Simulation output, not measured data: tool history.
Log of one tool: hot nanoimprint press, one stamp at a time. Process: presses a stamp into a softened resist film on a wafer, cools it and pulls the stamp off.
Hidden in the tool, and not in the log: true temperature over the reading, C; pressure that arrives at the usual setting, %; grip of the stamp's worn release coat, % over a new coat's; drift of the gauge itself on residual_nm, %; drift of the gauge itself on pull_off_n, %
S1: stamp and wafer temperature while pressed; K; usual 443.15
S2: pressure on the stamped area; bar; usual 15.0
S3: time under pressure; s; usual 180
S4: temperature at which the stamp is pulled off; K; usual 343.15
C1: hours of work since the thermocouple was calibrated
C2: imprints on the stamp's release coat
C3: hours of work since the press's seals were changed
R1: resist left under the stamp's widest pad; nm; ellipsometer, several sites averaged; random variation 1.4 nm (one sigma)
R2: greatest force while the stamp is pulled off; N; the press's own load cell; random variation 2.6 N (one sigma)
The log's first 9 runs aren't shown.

run,day,S1,S2,S3,S4,C1,C2,C3,R1,R2
10,8.846,443.15,15.0,180,343.15,62,1683,150,222.8,169
11,10.092,443.15,15.0,157,343.15,83,1769,171,237.0,170
# day 11.238: stamp cleaned and given a new release coat
12,11.975,443.15,15.0,157,343.15,110,51,198,239.3,121
13,13.375,443.15,15.0,157,343.15,134,148,222,238.9,129
14,15.000,443.15,15.0,119,343.15,162,259,249,264.1,128
15,15.704,443.15,15.0,136,343.15,173,308,261,254.9,132
16,16.912,443.15,11.4,313,349.15,194,391,282,203.5,113
17,17.962,443.15,11.4,313,349.15,212,463,300,204.5,123
18,19.346,443.15,11.4,313,349.15,235,558,323,205.4,123
19,20.746,443.15,11.4,313,349.15,259,654,347,205.2,128
20,22.312,443.15,23.6,217,340.15,285,762,373,179.3,153
21,23.350,443.15,23.6,217,340.15,303,834,391,179.5,157
22,24.067,445.15,20.4,180,343.15,315,883,403,187.5,148
23,24.850,451.15,20.0,180,343.15,328,937,416,153.3,147
24,26.171,451.15,20.0,180,343.15,350,1028,438,154.0,154
25,26.862,447.15,23.3,153,337.15,362,1075,450,180.9,164
26,28.283,447.15,23.3,153,337.15,386,1173,474,180.9,175
# day 28.712: plate thermocouple calibrated
27,29.633,444.15,15.0,180,349.15,16,1257,495,223.1,139
28,30.512,433.15,18.0,183,330.15,30,1318,510,305.4,206
29,31.979,433.15,18.0,183,338.15,55,1419,534,306.9,179
30,33.446,433.15,15.6,126,346.15,80,1520,559,354.0,157

Forecast each of these 4 alternatives for the next run:
A,35.029,433.15,16.9,180,343.15,107,1628,586,?,?
B,35.029,443.15,15.0,146,331.15,107,1628,586,?,?
C,35.029,434.15,20.2,180,339.15,107,1628,586,?,?
D,35.029,447.15,23.0,126,347.15,107,1628,586,?,?

run,R1,R2
A,314.8,170
B,250.3,210
C,292.9,183
D,193.8,159
Without the tool's hidden state the same runs would have given:
run,R1,R2
A,304.8,120
B,241.8,148
C,281.7,129
D,184.4,113
